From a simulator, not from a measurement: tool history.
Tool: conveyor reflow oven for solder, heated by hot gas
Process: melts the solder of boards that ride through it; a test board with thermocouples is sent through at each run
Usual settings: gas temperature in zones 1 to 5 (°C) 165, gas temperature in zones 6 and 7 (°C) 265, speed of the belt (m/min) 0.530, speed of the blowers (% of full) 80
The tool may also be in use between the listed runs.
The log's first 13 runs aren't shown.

run,hour,gas temperature in zones 1 to 5 (°C),gas temperature in zones 6 and 7 (°C),speed of the belt (m/min),speed of the blowers (% of full),highest temperature of the board (°C),time above the solder's melting point (s)
14,81.1,165,274,0.570,80,259.2,57.7
15,86.3,165,265,0.530,87,254.4,59.8
16,90.1,165,265,0.530,87,254.5,59.7
# hour 95.6: flux residue cleaned out of gas plates and filters
17,102.3,165,265,0.530,87,254.2,59.6
18,107.4,169,254,0.530,87,244.3,53.6
19,113.2,169,254,0.530,62,240.1,47.4
# hour 124.1: flux residue cleaned out of gas plates and filters, once more
20,125.9,169,254,0.530,62,241.4,49.3
21,130.9,169,254,0.530,62,241.7,49.2
22,136.3,169,259,0.430,62,250.9,73.4
23,141.3,165,265,0.506,80,255.5,64.1
24,145.5,165,265,0.506,80,255.8,64.2
25,150.6,168,279,0.573,59,260.3,58.1

The next listed run, before its measurement:
26,159.9,168,279,0.573,59,?,?

{"run 26": {"highest temperature of the board (°C)": 260.3, "time above the solder's melting point (s)": 57.6}}
Without the tool's hidden state the same run would have given highest temperature of the board (°C) 260.1, time above the solder's melting point (s) 57.3.
